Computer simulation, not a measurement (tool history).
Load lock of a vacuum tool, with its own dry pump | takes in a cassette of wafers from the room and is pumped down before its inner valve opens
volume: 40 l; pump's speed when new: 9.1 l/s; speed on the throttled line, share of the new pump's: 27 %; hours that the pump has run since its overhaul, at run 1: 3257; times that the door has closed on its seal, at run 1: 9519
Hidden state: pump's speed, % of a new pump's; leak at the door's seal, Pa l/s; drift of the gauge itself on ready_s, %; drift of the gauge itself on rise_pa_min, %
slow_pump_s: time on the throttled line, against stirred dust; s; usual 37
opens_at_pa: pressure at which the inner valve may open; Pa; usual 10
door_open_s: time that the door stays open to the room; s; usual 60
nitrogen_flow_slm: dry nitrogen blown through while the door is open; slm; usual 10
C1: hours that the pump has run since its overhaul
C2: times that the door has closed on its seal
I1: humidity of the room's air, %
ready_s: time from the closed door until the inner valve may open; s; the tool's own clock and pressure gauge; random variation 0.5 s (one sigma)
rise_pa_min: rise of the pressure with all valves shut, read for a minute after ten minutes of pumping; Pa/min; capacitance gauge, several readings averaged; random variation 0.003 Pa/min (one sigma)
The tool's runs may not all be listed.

run 1 hour=0.0 | slow_pump_s=37 opens_at_pa=10 door_open_s=60 nitrogen_flow_slm=10 | C1=3257 C2=9519 | I1=43.1 | ready_s=68.6 rise_pa_min=0.038
run 2 hour=204.6 | slow_pump_s=22 opens_at_pa=10 door_open_s=60 nitrogen_flow_slm=10 | C1=3461 C2=10513 | I1=44.4 | ready_s=57.8 rise_pa_min=0.038
run 3 hour=480.5 | slow_pump_s=22 opens_at_pa=10 door_open_s=60 nitrogen_flow_slm=10 | C1=3737 C2=11852 | I1=44.8 | ready_s=58.2 rise_pa_min=0.041
run 4 hour=851.0 | slow_pump_s=37 opens_at_pa=10 door_open_s=60 nitrogen_flow_slm=10 | C1=4108 C2=13650 | I1=48.8 | ready_s=69.2 rise_pa_min=0.049
run 5 hour=1207.6 | slow_pump_s=37 opens_at_pa=10 door_open_s=60 nitrogen_flow_slm=10 | C1=4464 C2=15381 | I1=43.6 | ready_s=69.0 rise_pa_min=0.047
run 6 hour=1645.9 | slow_pump_s=37 opens_at_pa=10 door_open_s=34 nitrogen_flow_slm=10 | C1=4903 C2=17508 | I1=44.2 | ready_s=68.9 rise_pa_min=0.042
run 7 hour=1872.3 | slow_pump_s=37 opens_at_pa=10 door_open_s=34 nitrogen_flow_slm=10 | C1=5129 C2=18607 | I1=45.4 | ready_s=68.3 rise_pa_min=0.045
run 8 hour=2285.1 | slow_pump_s=37 opens_at_pa=10 door_open_s=34 nitrogen_flow_slm=10 | C1=5542 C2=20611 | I1=43.5 | ready_s=69.3 rise_pa_min=0.039
run 9 hour=2687.4 | slow_pump_s=37 opens_at_pa=10 door_open_s=60 nitrogen_flow_slm=5 | C1=5944 C2=22563 | I1=46.7 | ready_s=69.7 rise_pa_min=0.066
run 10 hour=2969.8 | slow_pump_s=37 opens_at_pa=10 door_open_s=60 nitrogen_flow_slm=5 | C1=6227 C2=23934 | I1=46.1 | ready_s=69.8 rise_pa_min=0.066
run 11 hour=3274.3 | slow_pump_s=37 opens_at_pa=10 door_open_s=60 nitrogen_flow_slm=5 | C1=6531 C2=25412 | I1=45.8 | ready_s=68.8 rise_pa_min=0.065
run 12 hour=3520.5 | slow_pump_s=37 opens_at_pa=10 door_open_s=64 nitrogen_flow_slm=10 | C1=6777 C2=26607 | I1=45.4 | ready_s=69.9 rise_pa_min=0.073
run 13 hour=3954.6 | slow_pump_s=37 opens_at_pa=10 door_open_s=60 nitrogen_flow_slm=9 | C1=7211 C2=28714 | I1=43.1 | ready_s=70.5 rise_pa_min=0.073
run 14 hour=4426.4 | slow_pump_s=37 opens_at_pa=10 door_open_s=60 nitrogen_flow_slm=9 | C1=7683 C2=31004 | I1=46.7 | ready_s=70.3 rise_pa_min=0.076
run 15 hour=4761.3 | slow_pump_s=41 opens_at_pa=10 door_open_s=60 nitrogen_flow_slm=10 | C1=8018 C2=32630 | I1=41.0 | ready_s=72.9 rise_pa_min=0.081
run 16 hour=5003.9 | slow_pump_s=41 opens_at_pa=10 door_open_s=60 nitrogen_flow_slm=10 | C1=8261 C2=33807 | I1=45.9 | ready_s=72.2 rise_pa_min=0.086
run 17 hour=5272.6 | slow_pump_s=41 opens_at_pa=10 door_open_s=60 nitrogen_flow_slm=10 | C1=8529 C2=35111 | I1=43.1 | ready_s=74.2 rise_pa_min=0.079
run 18 hour=5655.5 | slow_pump_s=41 opens_at_pa=10 door_open_s=60 nitrogen_flow_slm=10 | C1=8912 C2=36969 | I1=44.1 | ready_s=74.6 rise_pa_min=0.088
run 19 hour=6113.7 | slow_pump_s=41 opens_at_pa=10 door_open_s=60 nitrogen_flow_slm=10 | C1=9370 C2=39194 | I1=43.6 | ready_s=73.9 rise_pa_min=0.093
run 20 hour=6490.3 | slow_pump_s=26 opens_at_pa=10 door_open_s=173 nitrogen_flow_slm=16 | C1=9747 C2=41022 | I1=44.0 | ready_s=62.9 rise_pa_min=0.111
run 21 hour=6834.3 | slow_pump_s=26 opens_at_pa=8 door_open_s=173 nitrogen_flow_slm=16 | C1=10091 C2=42691 | I1=47.7 | ready_s=64.6 rise_pa_min=0.120
run 22 hour=7031.8 | slow_pump_s=26 opens_at_pa=9 door_open_s=60 nitrogen_flow_slm=10 | C1=10289 C2=43650 | I1=44.9 | ready_s=64.2 rise_pa_min=0.100
run 23 hour=7384.7 | slow_pump_s=37 opens_at_pa=11 door_open_s=60 nitrogen_flow_slm=7 | C1=10641 C2=45363 | I1=47.1 | ready_s=71.0 rise_pa_min=0.116
run 24 hour=7728.0 | slow_pump_s=23 opens_at_pa=12 door_open_s=36 nitrogen_flow_slm=33 | C1=10985 C2=47029 | I1=48.4 | ready_s=61.7 rise_pa_min=0.099
run 25 hour=8119.9 | slow_pump_s=61 opens_at_pa=18 door_open_s=60 nitrogen_flow_slm=10 | C1=11377 C2=48931 | I1=45.0 | ready_s=85.5 rise_pa_min=0.120
run 26 hour=8386.2 | slow_pump_s=60 opens_at_pa=10 door_open_s=42 nitrogen_flow_slm=10 | C1=11643 C2=50224 | I1=47.9 | ready_s=88.0 rise_pa_min=0.117
run 27 hour=8804.0 | slow_pump_s=37 opens_at_pa=10 door_open_s=194 nitrogen_flow_slm=10 | C1=12061 C2=52251 | I1=46.3 | ready_s=72.9 rise_pa_min=0.162
run 28 hour=9080.0 | slow_pump_s=37 opens_at_pa=10 door_open_s=194 nitrogen_flow_slm=10 | C1=12337 C2=53591 | I1=46.2 | ready_s=72.1 rise_pa_min=0.171
run 29 hour=9414.8 | slow_pump_s=37 opens_at_pa=10 door_open_s=194 nitrogen_flow_slm=43 | C1=12672 C2=55216 | I1=45.9 | ready_s=72.4 rise_pa_min=0.146
run 30 hour=9631.3 | slow_pump_s=37 opens_at_pa=10 door_open_s=194 nitrogen_flow_slm=43 | C1=12888 C2=56267 | I1=45.8 | ready_s=73.3 rise_pa_min=0.137
run 31 hour=9849.5 | slow_pump_s=37 opens_at_pa=10 door_open_s=186 nitrogen_flow_slm=32 | C1=13106 C2=57326 | I1=42.6 | ready_s=72.6 rise_pa_min=0.148
-- hour=9887.5 dry pump taken out, an overhauled one fitted
run 32 hour=10119.0 | slow_pump_s=37 opens_at_pa=10 door_open_s=186 nitrogen_flow_slm=32 | C1=232 C2=58605 | I1=47.2 | ready_s=68.2 rise_pa_min=0.159
run 33 hour=10341.4 | slow_pump_s=57 opens_at_pa=16 door_open_s=67 nitrogen_flow_slm=23 | C1=454 C2=59685 | I1=43.8 | ready_s=79.8 rise_pa_min=0.144
run 34 hour=10687.8 | slow_pump_s=57 opens_at_pa=16 door_open_s=67 nitrogen_flow_slm=23 | C1=800 C2=61366 | I1=45.2 | ready_s=80.3 rise_pa_min=0.154
run 35 hour=11135.7 | slow_pump_s=57 opens_at_pa=8 door_open_s=44 nitrogen_flow_slm=14 | C1=1248 C2=63540 | I1=43.5 | ready_s=84.0 rise_pa_min=0.161
run 36 hour=11500.1 | slow_pump_s=37 opens_at_pa=10 door_open_s=60 nitrogen_flow_slm=20 | C1=1613 C2=65308 | I1=45.2 | ready_s=68.1 rise_pa_min=0.163
run 37 hour=11952.2 | slow_pump_s=22 opens_at_pa=10 door_open_s=47 nitrogen_flow_slm=10 | C1=2065 C2=67503 | I1=43.6 | ready_s=58.3 rise_pa_min=0.178

Measured less the same run without the tool's hidden state. The same run-to-run variation is in both; the gauge's scatter may not be:
run=1 ready_s=+1.0 rise_pa_min=+0.013
run=2 ready_s=+1.2 rise_pa_min=+0.014
run=3 ready_s=+1.3 rise_pa_min=+0.016
run=4 ready_s=+1.3 rise_pa_min=+0.018
run=5 ready_s=+1.5 rise_pa_min=+0.020
run=6 ready_s=+1.6 rise_pa_min=+0.023
run=7 ready_s=+1.7 rise_pa_min=+0.025
run=8 ready_s=+1.8 rise_pa_min=+0.028
run=9 ready_s=+2.0 rise_pa_min=+0.032
run=10 ready_s=+2.2 rise_pa_min=+0.034
run=11 ready_s=+2.2 rise_pa_min=+0.038
run=12 ready_s=+2.4 rise_pa_min=+0.041
run=13 ready_s=+2.5 rise_pa_min=+0.044
run=14 ready_s=+2.8 rise_pa_min=+0.050
run=15 ready_s=+2.8 rise_pa_min=+0.055
run=16 ready_s=+2.8 rise_pa_min=+0.056
run=17 ready_s=+3.0 rise_pa_min=+0.059
run=18 ready_s=+3.2 rise_pa_min=+0.063
run=19 ready_s=+3.3 rise_pa_min=+0.067
run=20 ready_s=+3.9 rise_pa_min=+0.073
run=21 ready_s=+4.4 rise_pa_min=+0.076
run=22 ready_s=+4.4 rise_pa_min=+0.078
run=23 ready_s=+4.0 rise_pa_min=+0.084
run=24 ready_s=+4.7 rise_pa_min=+0.088
run=25 ready_s=+3.0 rise_pa_min=+0.093
run=26 ready_s=+3.6 rise_pa_min=+0.095
run=27 ready_s=+4.7 rise_pa_min=+0.102
run=28 ready_s=+4.9 rise_pa_min=+0.108
run=29 ready_s=+5.1 rise_pa_min=+0.116
run=30 ready_s=+5.2 rise_pa_min=+0.119
run=31 ready_s=+5.2 rise_pa_min=+0.116
run=32 ready_s=+0.5 rise_pa_min=+0.126
run=33 ready_s=+0.5 rise_pa_min=+0.125
run=34 ready_s=+0.5 rise_pa_min=+0.135
run=35 ready_s=+0.8 rise_pa_min=+0.142
run=36 ready_s=+1.0 rise_pa_min=+0.142
run=37 ready_s=+1.3 rise_pa_min=+0.154

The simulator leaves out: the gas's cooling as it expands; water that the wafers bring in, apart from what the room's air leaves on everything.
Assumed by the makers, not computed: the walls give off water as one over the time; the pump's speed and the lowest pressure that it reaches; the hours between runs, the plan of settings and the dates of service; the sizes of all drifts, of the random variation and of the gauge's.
